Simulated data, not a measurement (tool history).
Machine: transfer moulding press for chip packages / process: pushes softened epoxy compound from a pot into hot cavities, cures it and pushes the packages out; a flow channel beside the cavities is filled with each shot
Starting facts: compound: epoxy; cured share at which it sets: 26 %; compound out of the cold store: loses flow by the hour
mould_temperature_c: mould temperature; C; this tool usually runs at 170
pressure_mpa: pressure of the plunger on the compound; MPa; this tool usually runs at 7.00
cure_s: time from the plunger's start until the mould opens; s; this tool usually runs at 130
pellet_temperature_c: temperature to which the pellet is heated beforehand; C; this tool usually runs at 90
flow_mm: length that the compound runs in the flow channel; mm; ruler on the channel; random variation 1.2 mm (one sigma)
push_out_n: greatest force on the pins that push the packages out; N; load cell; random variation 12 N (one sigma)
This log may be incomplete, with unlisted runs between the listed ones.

run,hour,mould_temperature_c,pressure_mpa,cure_s,pellet_temperature_c,incoming compound's hours out of the cold store,flow_mm,push_out_n
1,0.0,170,7.00,130,90,36.0,832,714
2,48.7,175,7.00,130,90,24.3,838,788
3,84.7,175,7.00,130,90,46.3,791,891
4,113.5,170,7.00,130,90,37.7,819,1035
# hour 132.3: cavities cleaned with cleaning compound and waxed
5,157.6,170,7.00,130,89,15.0,870,1289
6,197.8,170,7.00,130,89,40.6,809,1220
7,225.6,170,7.00,130,89,13.1,870,1266
8,274.0,170,7.00,130,89,34.1,820,1219
# hour 284.9: cavities cleaned with cleaning compound and waxed
9,310.0,170,7.00,130,89,37.7,808,710
10,336.5,170,7.00,130,91,14.3,861,893
# hour 344.7: cavities cleaned with cleaning compound and waxed, once more
# hour 351.1: plunger's sealing rings changed
11,379.7,163,7.00,130,91,42.4,836,1184
12,417.5,163,7.00,130,91,37.8,847,1506
13,453.3,170,7.00,130,90,15.1,873,1047
14,484.6,170,7.00,130,90,15.0,869,1157
# hour 499.5: cavities cleaned with cleaning compound and waxed
15,511.8,170,7.00,130,90,19.1,860,689
16,558.8,172,7.00,130,90,26.0,833,832
17,608.0,170,6.14,118,90,22.1,792,1308
18,635.6,170,6.14,118,90,40.4,750,1281
# hour 653.2: cavities cleaned with cleaning compound and waxed
19,675.7,170,6.66,130,90,35.5,791,739
# hour 702.7: plunger's sealing rings changed
20,709.4,170,6.66,130,90,32.3,823,931
21,749.0,170,6.66,130,90,16.6,855,1076
22,788.4,170,6.66,130,90,43.0,793,1086
# hour 807.6: cavities cleaned with cleaning compound and waxed
23,839.2,170,6.66,130,90,9.0,868,848
24,887.4,170,8.71,130,90,29.0,937,976
25,940.0,170,8.71,130,93,39.6,903,1113
# hour 962.7: cavities cleaned with cleaning compound and waxed
26,986.7,170,7.00,130,86,23.1,845,783
27,1023.0,177,5.46,130,90,27.1,719,751
# hour 1053.1: plunger's sealing rings changed
28,1078.7,177,5.46,130,90,26.0,736,894

How would selected steps in flow_mm from run to run divide? Give the signed amount a tool lacking its hidden state would still show from settings, what came in and random variation, and the signed amount left for the hidden state, including any gauge scatter that is not in both of the compared results.
Unlogged tool condition in this case: true mould temperature over the reading, C; pressure that reaches the compound, % of what is set; grip of the stained cavities, % over clean ones'; drift of the gauge itself on flow_mm, %; drift of the gauge itself on push_out_n, %.
Run 10 -> 11: mould_temperature_c 170 -> 163, cavities cleaned with cleaning compound and waxed, once more, plunger's sealing rings changed. flow_mm -25 mm: hidden state +20, all else -45.
Run 19 -> 20: plunger's sealing rings changed. flow_mm +32 mm: hidden state +26, all else +6.
Run 22 -> 23: cavities cleaned with cleaning compound and waxed. flow_mm +75 mm: hidden state -4, all else +79.
Run 26 -> 27: mould_temperature_c 170 -> 177, pressure_mpa 7.00 -> 5.46, pellet_temperature_c 86 -> 90. flow_mm -126 mm: hidden state +0, all else -126.
